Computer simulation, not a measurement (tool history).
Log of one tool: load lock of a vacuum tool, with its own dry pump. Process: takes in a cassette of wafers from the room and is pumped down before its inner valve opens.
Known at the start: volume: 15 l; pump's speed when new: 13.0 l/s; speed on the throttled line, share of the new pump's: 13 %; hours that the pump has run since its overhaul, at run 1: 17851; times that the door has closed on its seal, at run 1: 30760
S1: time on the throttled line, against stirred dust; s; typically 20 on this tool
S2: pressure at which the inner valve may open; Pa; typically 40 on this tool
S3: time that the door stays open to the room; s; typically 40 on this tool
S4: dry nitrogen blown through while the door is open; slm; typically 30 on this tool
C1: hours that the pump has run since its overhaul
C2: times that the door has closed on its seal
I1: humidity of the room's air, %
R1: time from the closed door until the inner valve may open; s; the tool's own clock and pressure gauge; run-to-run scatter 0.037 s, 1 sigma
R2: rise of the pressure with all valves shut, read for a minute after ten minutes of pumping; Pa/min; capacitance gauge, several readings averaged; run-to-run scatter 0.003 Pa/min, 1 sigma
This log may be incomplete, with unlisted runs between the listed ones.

run	hour	S1	S2	S3	S4	C1	C2	I1	R1	R2
1	0	20	40	40	30	17851	30760	46.8	27.03	0.12
2	494.3	20	40	204	30	18345	32891	45.7	27.13	0.187
3	741.7	20	40	204	30	18593	33958	46.8	27.15	0.191
4	1152.1	20	40	40	30	19003	35727	49.5	27.13	0.141
5	1715.7	20	40	40	30	19567	38157	45.4	27.13	0.147
6	2263.4	20	40	40	30	20115	40519	45.7	27.16	0.166
7	2571.6	20	40	40	30	20423	41847	42.6	27.17	0.17
8	2979.2	21	40	40	30	20830	43605	44.7	28.05	0.176
# hour 3208.3: door's seal changed, seat wiped
9	3491.5	21	40	40	30	21341	1221	46.5	28.1	0.055
10	4073.1	21	40	40	30	21923	3729	41.5	28.1	0.051
11	4350.5	21	40	40	30	22200	4924	45.4	28.08	0.051
# hour 4601.6: dry pump taken out, an overhauled one fitted
12	4851.2	20	40	40	30	250	7057	41.1	26.42	0.053
13	5364.1	20	40	40	30	762	9268	46.4	26.47	0.063
14	5674.3	20	39	40	30	1073	10606	42.9	26.54	0.061
15	6028.8	20	40	40	30	1427	12134	43.8	26.49	0.07
16	6461.7	20	40	40	7	1860	14001	42.8	26.49	0.099
17	6788.3	17	40	40	30	2187	15409	47.5	23.88	0.081
18	7320.8	17	40	40	30	2719	17705	46.2	23.94	0.084
19	7690.8	17	65	35	30	3089	19300	45.3	23.33	0.084
20	7997.8	20	61	37	30	3396	20624	46.4	26.08	0.093
21	8312.7	18	61	156	30	3711	21981	44.7	24.3	0.137
22	8733.8	20	46	40	6	4132	23797	47.6	26.47	0.129
23	9106.5	20	46	40	6	4505	25404	44.8	26.41	0.134
24	9581.9	20	69	92	30	4980	27453	47.9	25.93	0.14
25	10056.2	20	33	47	17	5455	29498	43.8	26.9	0.132
26	10350.8	34	35	239	8	5749	30768	42.9	38.83	0.232
27	10919	38	49	74	11	6317	33218	45.8	41.98	0.178
28	11313.3	38	49	74	11	6712	34918	46.6	41.98	0.187
29	11602.1	38	49	74	11	7000	36163	44.6	41.9	0.184
30	11962.5	21	28	182	16	7361	37717	48.3	28.07	0.245
31	12224.2	20	48	36	30	7623	38845	45.2	26.45	0.157
32	12703.6	10	48	36	28	8102	40912	45.4	17.84	0.17
33	13201.2	10	48	36	28	8600	43058	46.2	17.88	0.178
34	13453	10	48	36	28	8851	44143	45.7	17.97	0.19
# hour 13538.2: door's seal changed, seat wiped
35	13853.3	20	40	67	30	9250	1358	42.6	26.73	0.06
36	14279.3	20	40	67	30	9676	3195	48.9	26.74	0.066

Per-run results on a tool with no hidden state, each run keeping its own random variation:
The tool's hidden condition here consists of: pump's speed, % of a new pump's; leak at the door's seal, Pa l/s; drift of the gauge itself on ready_s, %; drift of the gauge itself on rise_pa_min, %.
run	R1	R2
1	26.42	0.047
2	26.5	0.106
3	26.52	0.106
4	26.48	0.047
5	26.46	0.044
6	26.47	0.048
7	26.46	0.045
8	27.31	0.044
9	27.35	0.052
10	27.33	0.045
11	27.29	0.043
12	26.44	0.041
13	26.47	0.047
14	26.53	0.043
15	26.47	0.049
16	26.46	0.073
17	23.83	0.053
18	23.87	0.05
19	23.25	0.044
20	26	0.051
21	24.21	0.089
22	26.37	0.077
23	26.29	0.076
24	25.79	0.074
25	26.74	0.058
26	38.72	0.154
27	41.87	0.091
28	41.86	0.093
29	41.78	0.084
30	27.84	0.136
31	26.23	0.044
32	17.55	0.044
33	17.58	0.045
34	17.65	0.051
35	26.45	0.06
36	26.44	0.065
